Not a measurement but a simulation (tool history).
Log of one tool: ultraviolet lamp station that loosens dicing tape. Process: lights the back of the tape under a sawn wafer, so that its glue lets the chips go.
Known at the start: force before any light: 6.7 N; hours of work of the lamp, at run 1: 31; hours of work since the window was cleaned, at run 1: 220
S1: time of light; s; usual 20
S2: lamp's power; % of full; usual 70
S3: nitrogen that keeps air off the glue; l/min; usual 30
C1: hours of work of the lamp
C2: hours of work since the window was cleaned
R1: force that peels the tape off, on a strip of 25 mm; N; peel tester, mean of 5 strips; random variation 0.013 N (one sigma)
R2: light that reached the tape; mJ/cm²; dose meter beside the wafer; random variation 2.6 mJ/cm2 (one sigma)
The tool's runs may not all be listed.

run     day  S1  S2  S3   C1   C2     R1   R2
  1       0  20  70  30   31  220  0.694  292
  2    0.25  20  71  30   35  224  0.699  300
  3   0.621  20  71  30   41  230  0.688  300
  4   1.025  20  71  30   48  237  0.672  294
  5   1.467  20  95  30   55  244  0.434  395
  6    1.85  20  95  30   61  250  0.433  397
  7   2.054  20  95  30   65  253  0.411  395
  8   2.375  20  95  30   70  259  0.444  394
  9   2.583  20  83  30   73  262  0.576  341
 10   2.954  20  83  30   79  268  0.547  338
 11   3.179  18  70  30   83  272  0.872  260
 12   3.625  20  70  30   90  279   0.74  288
 13   3.875  20  70  30   94  283  0.734  289
 14   4.267  20  70  30  101  289  0.742  284
 15   4.592  22  70  30  106  295  0.633  308
 16    4.85  20  80  30  110  299    0.6  326
 17   5.208  20  80  30  116  305  0.629  324
 18   5.412  20  70  12  120  308  1.292  280
 19   5.621  20  70  12  123  312  1.288  274
 20   5.921  20  65  30  128  316  0.848  260
 21   6.296  20  65  30  134  323  0.861  259
 22     6.6  20  65  30  139  328  0.889  260
 23   6.846  20  65  30  143  332  0.901  258
 24   7.179  33  74  57  148  337  0.295  482
 25   7.388  33  87  11  152  340  0.436  563
 26   7.683  33  87  11  157  345  0.434  572
 27       8  34  64  40  162  351  0.353  426
 28   8.388  26  61  25  168  357  0.705  308
 29   8.583  37  98  25  171  360  0.263  712
 30   8.842  17  70  13  176  364   1.58  234
 31     9.2  16  61  23  181  370  1.572  190
 32   9.625  16  61  23  188  377  1.601  189
 33   9.871  21  63  29  192  381  0.936  256
 34  10.317  21  63  29  200  388  0.909  250
 35  10.608  38  69  44  204  393  0.281  509
 36  11.058  22  76  10  212  401  1.128  323
 37  11.404  12  70  35  217  406   1.67  161
 38  11.712  12  70  35  223  411  1.696  159
 39   12.05  20  67  13  228  417   1.39  254
 40  12.379  20  78  10  233  422  1.299  293
 41  12.758  20  96  41  240  428  0.437  359
 42  13.167  30  62  16  246  435  0.793  347
 43  13.621  14  70  30  254  442  1.477  183
 44  13.892  28  70  17  258  447   0.66  363

The same runs without the tool's hidden state, with the same run-to-run variation:
The hidden state here: lamp's light, % of a new lamp's; light that the window lets through, % of a clean one's; drift of the gauge itself on peel_n, %; drift of the gauge itself on dose_mj_cm2, %.
run     R1   R2
  1  0.587  321
  2  0.591  331
  3  0.579  331
  4  0.561  326
  5  0.372  440
  6  0.369  443
  7  0.348  442
  8  0.375  442
  9  0.475  384
 10  0.447  382
 11  0.708  294
 12  0.596  327
 13  0.589  329
 14  0.591  324
 15  0.503  353
 16  0.475  374
 17  0.498  373
 18  1.034  324
 19  1.028  318
 20  0.658  301
 21  0.666  302
 22  0.684  303
 23  0.692  301
 24  0.272  565
 25  0.354  662
 26  0.351  673
 27  0.299  503
 28  0.531  366
 29  0.252  845
 30  1.237  279
 31  1.225  227
 32  1.241  226
 33  0.686  308
 34  0.663  302
 35  0.254  614
 36  0.823  392
 37  1.271  195
 38  1.288  194
 39  1.022  312
 40  0.942  360
 41  0.332  444
 42  0.553  429
 43  1.074  228
 44  0.454  452
